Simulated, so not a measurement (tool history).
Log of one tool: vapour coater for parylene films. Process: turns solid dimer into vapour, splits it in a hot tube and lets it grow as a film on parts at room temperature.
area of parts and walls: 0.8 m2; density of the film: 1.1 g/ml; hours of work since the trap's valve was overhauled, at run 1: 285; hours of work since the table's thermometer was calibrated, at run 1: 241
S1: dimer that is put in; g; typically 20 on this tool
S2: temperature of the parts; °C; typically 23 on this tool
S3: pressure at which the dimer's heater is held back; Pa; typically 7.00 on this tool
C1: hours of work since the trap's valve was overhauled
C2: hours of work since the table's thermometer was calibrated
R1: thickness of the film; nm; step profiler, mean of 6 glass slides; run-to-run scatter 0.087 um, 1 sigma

run,hour,S1,S2,S3,C1,C2,R1
1,0.0,20,23,7.00,285,241,9130
# hour 47.1: trap's valve overhauled
2,61.7,20,23,7.00,8,273,8370
3,120.9,20,33,7.00,41,306,5400
4,169.7,20,33,7.00,69,333,5340
5,215.3,20,26,7.00,94,359,7040
6,244.5,20,26,7.00,111,375,6880
7,282.0,20,16,7.00,132,396,10170
8,330.3,20,23,11.78,159,423,7130
9,366.0,17,23,7.00,179,444,6300
# hour 394.1: trap's valve overhauled, once more
10,406.3,20,23,7.00,7,464,10110
11,443.4,20,33,7.00,28,485,6640
12,486.3,20,33,7.00,52,509,6650
13,529.7,20,33,7.00,76,533,6500
14,578.0,20,33,7.00,103,560,6400
15,636.5,20,33,7.00,136,593,6260
16,668.1,20,23,7.00,154,611,9450
17,726.5,8,23,7.00,186,643,3720
18,778.5,8,23,7.00,215,672,3660
19,819.0,20,23,4.07,238,695,9420
20,869.4,16,20,4.18,266,723,8430
21,925.1,16,20,4.18,298,755,8160
# hour 952.0: trap's valve overhauled
22,967.2,16,20,4.18,9,776,9560
23,993.9,16,20,7.53,24,791,9040
24,1051.7,22,20,4.95,56,823,12550
25,1098.3,22,20,4.95,82,849,12470
26,1152.5,22,25,6.06,112,880,9820
27,1182.0,35,35,6.06,129,896,10140
28,1213.8,14,23,2.56,147,914,7100
29,1238.2,20,25,7.00,160,928,8490
30,1274.7,20,25,7.00,181,948,8450
31,1314.4,16,21,11.81,203,971,7640
32,1359.1,19,19,8.24,228,996,9860
33,1390.2,19,19,8.24,246,1013,9830

Forecast each of these 3 alternatives for the next run:
A,1447.7,19,19,3.94,278,1045,?
B,1447.7,35,18,7.49,278,1045,?
C,1447.7,13,22,11.85,278,1045,?

run,R1
A,10180
B,18640
C,5560
Stripped of hidden state, with their random variation kept, the same runs would have yielded:
run,R1
A,12440
B,22760
C,6800
